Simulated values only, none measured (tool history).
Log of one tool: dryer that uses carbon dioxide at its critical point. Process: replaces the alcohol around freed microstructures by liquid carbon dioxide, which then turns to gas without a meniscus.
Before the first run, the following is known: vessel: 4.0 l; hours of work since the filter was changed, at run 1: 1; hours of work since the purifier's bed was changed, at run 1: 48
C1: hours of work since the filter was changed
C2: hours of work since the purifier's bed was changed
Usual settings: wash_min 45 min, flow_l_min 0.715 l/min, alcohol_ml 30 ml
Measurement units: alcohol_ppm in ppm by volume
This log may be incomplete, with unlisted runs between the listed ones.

{"run": 1, "hour": 0.0, "wash_min": 45, "flow_l_min": 0.715, "alcohol_ml": 30, "C1": 1, "C2": 48, "alcohol_ppm": 18}
{"run": 2, "hour": 12.9, "wash_min": 45, "flow_l_min": 0.715, "alcohol_ml": 30, "C1": 7, "C2": 53, "alcohol_ppm": 28}
{"run": 3, "hour": 20.2, "wash_min": 45, "flow_l_min": 0.715, "alcohol_ml": 30, "C1": 10, "C2": 56, "alcohol_ppm": 26}
{"run": 4, "hour": 33.4, "wash_min": 45, "flow_l_min": 0.715, "alcohol_ml": 30, "C1": 16, "C2": 62, "alcohol_ppm": 34}
{"run": 5, "hour": 46.2, "wash_min": 45, "flow_l_min": 0.715, "alcohol_ml": 30, "C1": 21, "C2": 68, "alcohol_ppm": 23}
{"run": 6, "hour": 53.2, "wash_min": 45, "flow_l_min": 0.715, "alcohol_ml": 30, "C1": 24, "C2": 71, "alcohol_ppm": 32}
{"run": 7, "hour": 63.4, "wash_min": 40, "flow_l_min": 0.707, "alcohol_ml": 30, "C1": 29, "C2": 76, "alcohol_ppm": 44}
{"run": 8, "hour": 77.5, "wash_min": 40, "flow_l_min": 0.707, "alcohol_ml": 30, "C1": 35, "C2": 82, "alcohol_ppm": 44}
{"run": 9, "hour": 85.7, "wash_min": 38, "flow_l_min": 1.091, "alcohol_ml": 42, "C1": 39, "C2": 85, "alcohol_ppm": 30}
{"run": 10, "hour": 98.5, "wash_min": 45, "flow_l_min": 0.715, "alcohol_ml": 21, "C1": 44, "C2": 91, "alcohol_ppm": 31}
{"run": 11, "hour": 105.9, "wash_min": 41, "flow_l_min": 0.596, "alcohol_ml": 78, "C1": 47, "C2": 94, "alcohol_ppm": 156}

What does the tool deliver on the next run?
{"run": 12, "hour": 112.3, "wash_min": 41, "flow_l_min": 0.596, "alcohol_ml": 78, "C1": 50, "C2": 97, "alcohol_ppm": "?"}

{"run 12": {"alcohol_ppm": 151}}
Were there no unlogged condition in the tool, this run, its random variation unchanged, would have produced alcohol_ppm 119 ppm by volume.
